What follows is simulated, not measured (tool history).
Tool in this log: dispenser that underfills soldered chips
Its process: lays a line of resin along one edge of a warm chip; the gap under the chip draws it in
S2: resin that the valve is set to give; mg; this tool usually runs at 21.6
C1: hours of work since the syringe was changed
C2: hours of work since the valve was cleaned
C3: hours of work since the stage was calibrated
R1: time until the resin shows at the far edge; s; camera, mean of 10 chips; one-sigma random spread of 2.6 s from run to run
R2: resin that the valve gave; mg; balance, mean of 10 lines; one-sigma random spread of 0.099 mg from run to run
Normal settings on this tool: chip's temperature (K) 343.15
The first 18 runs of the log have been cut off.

At hour 112: new syringe of resin.
At hour 113.9: dispensing valve cleaned and set on the balance.
Run 19, hour 113.9: usual settings but chip's temperature (K) 340.15; C1 1; C2 0; C3 159. Result: R1 297 s, R2 21.55 mg.
Run 20, hour 119.9: usual settings but chip's temperature (K) 335.15, S2 23.9 mg; C1 4; C2 4; C3 163. Result: R1 447.4 s, R2 23.77 mg.
Run 21, hour 123.6: usual settings but chip's temperature (K) 336.15, S2 20.1 mg; C1 7; C2 6; C3 165. Result: R1 488.7 s, R2 19.89 mg.
Run 22, hour 130.4: usual settings but chip's temperature (K) 334.15, S2 25.1 mg; C1 11; C2 11; C3 170. Result: R1 641.5 s, R2 24.76 mg.
At hour 132: new syringe of resin.
Run 23, hour 139.4: usual settings but chip's temperature (K) 334.15, S2 25.1 mg; C1 5; C2 16; C3 175. Result: R1 476.7 s, R2 24.88 mg.
Run 24, hour 147.9: usual settings but chip's temperature (K) 331.15, S2 26.3 mg; C1 10; C2 22; C3 181. Result: R1 684.6 s, R2 25.94 mg.
At hour 151.4: new syringe of resin.
Run 25, hour 156.7: usual settings but chip's temperature (K) 328.15, S2 21.9 mg; C1 3; C2 27; C3 186. Result: R1 589.1 s, R2 21.5 mg.
Run 26, hour 164.9: usual settings but chip's temperature (K) 341.15, S2 21.1 mg; C1 9; C2 33; C3 191. Result: R1 416.5 s, R2 20.57 mg.
Run 27, hour 169: usual settings but chip's temperature (K) 341.15, S2 21.1 mg; C1 11; C2 35; C3 194. Result: R1 466.7 s, R2 20.53 mg.
At hour 170.5: new syringe of resin.
Run 28, hour 178.3: usual settings but chip's temperature (K) 342.15, S2 27.2 mg; C1 5; C2 41; C3 200. Result: R1 328.2 s, R2 26.42 mg.
Run 29, hour 186.6: usual settings but chip's temperature (K) 331.15, S2 20.8 mg; C1 10; C2 46; C3 205. Result: R1 716.1 s, R2 20.31 mg.
At hour 189.6: new syringe of resin.
Run 30, hour 195.2: usual settings but chip's temperature (K) 329.15, S2 19 mg; C1 4; C2 52; C3 211. Result: R1 584.5 s, R2 18.3 mg.
Run 31, hour 203.8: usual settings but chip's temperature (K) 329.15, S2 19 mg; C1 9; C2 57; C3 216. Result: R1 759.7 s, R2 18.19 mg.
At hour 208.8: new syringe of resin.
Run 32, hour 211.9: usual settings but chip's temperature (K) 329.15, S2 19 mg; C1 2; C2 62; C3 221. Result: R1 562.6 s, R2 18.11 mg.
Run 33, hour 218.3: usual settings but chip's temperature (K) 328.15, S2 28 mg; C1 6; C2 67; C3 225. Result: R1 664 s, R2 26.52 mg.
Run 34, hour 222.8: usual settings but chip's temperature (K) 353.15, S2 19.6 mg; C1 9; C2 69; C3 228. Result: R1 270 s, R2 18.64 mg.
At hour 227.7: new syringe of resin.
Run 35, hour 227.7: usual settings but chip's temperature (K) 346.15, S2 21 mg; C1 0; C2 72; C3 231. Result: R1 227.4 s, R2 19.92 mg.
Run 36, hour 232.3: usual settings but chip's temperature (K) 347.15, S2 23.3 mg; C1 3; C2 75; C3 234. Result: R1 244.1 s, R2 22.06 mg.
Run 37, hour 239.2: usual settings but chip's temperature (K) 347.15, S2 23.3 mg; C1 7; C2 80; C3 239. Result: R1 296.7 s, R2 22.07 mg.

Predict each of these 3 candidate next runs independently; none follows another, all start after run 37:
Run A, hour 244.3: usual settings but chip's temperature (K) 346.15; C1 11; C2 83; C3 242. Result: R1 ?, R2 ?.
Run B, hour 244.3: usual settings but chip's temperature (K) 348.15, S2 19 mg; C1 11; C2 83; C3 242. Result: R1 ?, R2 ?.
Run C, hour 244.3: usual settings but chip's temperature (K) 330.15, S2 20 mg; C1 11; C2 83; C3 242. Result: R1 ?, R2 ?.

run     R1     R2
  A  358.6  20.32
  B  347.4  17.91
  C  765.4  18.87
Without the tool's hidden state the same runs would have given:
run     R1     R2
  A  218.3  21.64
  B    210  19.07
  C  463.8  20.09
